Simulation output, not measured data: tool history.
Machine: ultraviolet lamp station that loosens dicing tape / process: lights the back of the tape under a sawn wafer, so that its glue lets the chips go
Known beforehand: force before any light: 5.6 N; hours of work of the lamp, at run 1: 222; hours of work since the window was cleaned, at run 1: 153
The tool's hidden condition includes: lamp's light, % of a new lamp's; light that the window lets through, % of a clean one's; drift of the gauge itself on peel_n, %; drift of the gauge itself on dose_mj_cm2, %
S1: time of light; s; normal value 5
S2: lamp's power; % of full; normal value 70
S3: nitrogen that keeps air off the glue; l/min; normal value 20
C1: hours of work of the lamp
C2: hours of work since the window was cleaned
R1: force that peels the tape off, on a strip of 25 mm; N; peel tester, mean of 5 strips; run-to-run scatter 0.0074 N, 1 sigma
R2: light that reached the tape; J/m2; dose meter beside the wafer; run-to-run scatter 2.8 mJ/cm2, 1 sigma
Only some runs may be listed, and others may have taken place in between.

Run 1, day 0: usual settings; C1 222; C2 153. Result: R1 0.337 N, R2 3550 J/m2.
Run 2, day 0.754: usual settings but S2 62 % of full; C1 230; C2 160. Result: R1 0.402 N, R2 3120 J/m2.
Run 3, day 1.138: usual settings; C1 233; C2 164. Result: R1 0.319 N, R2 3540 J/m2.
Run 4, day 1.717: usual settings; C1 239; C2 169. Result: R1 0.329 N, R2 3490 J/m2.
Run 5, day 2.3: usual settings; C1 245; C2 175. Result: R1 0.337 N, R2 3490 J/m2.
Run 6, day 2.9: usual settings; C1 251; C2 181. Result: R1 0.331 N, R2 3460 J/m2.
Run 7, day 3.308: usual settings; C1 255; C2 185. Result: R1 0.327 N, R2 3490 J/m2.
Run 8, day 4.104: usual settings; C1 262; C2 193. Result: R1 0.332 N, R2 3460 J/m2.
Run 9, day 4.996: usual settings; C1 271; C2 201. Result: R1 0.343 N, R2 3450 J/m2.
Run 10, day 5.4: usual settings but S1 2 s, S2 97 % of full, S3 34 l/min; C1 275; C2 205. Result: R1 0.765 N, R2 1930 J/m2.
Run 11, day 6.258: usual settings but S2 88 % of full, S3 21 l/min; C1 283; C2 214. Result: R1 0.221 N, R2 4280 J/m2.
Run 12, day 6.729: usual settings but S2 88 % of full, S3 21 l/min; C1 288; C2 218. Result: R1 0.223 N, R2 4320 J/m2.
At day 6.792: window cleaned of glue's vapour.
Run 13, day 7.504: usual settings but S2 88 % of full, S3 21 l/min; C1 295; C2 7. Result: R1 0.239 N, R2 4170 J/m2.

The next listed run, before its measurement:
Run 14, day 7.888: usual settings but S1 4 s, S2 62 % of full, S3 8 l/min; C1 299; C2 11. Result: R1 ?, R2 ?.

Run 14 measured R1 1.307 N, R2 2370 J/m2.
Take away the tool's hidden state, keep the run-to-run variation as it was, and the same run would have given R1 1.033 N, R2 2770 J/m2.
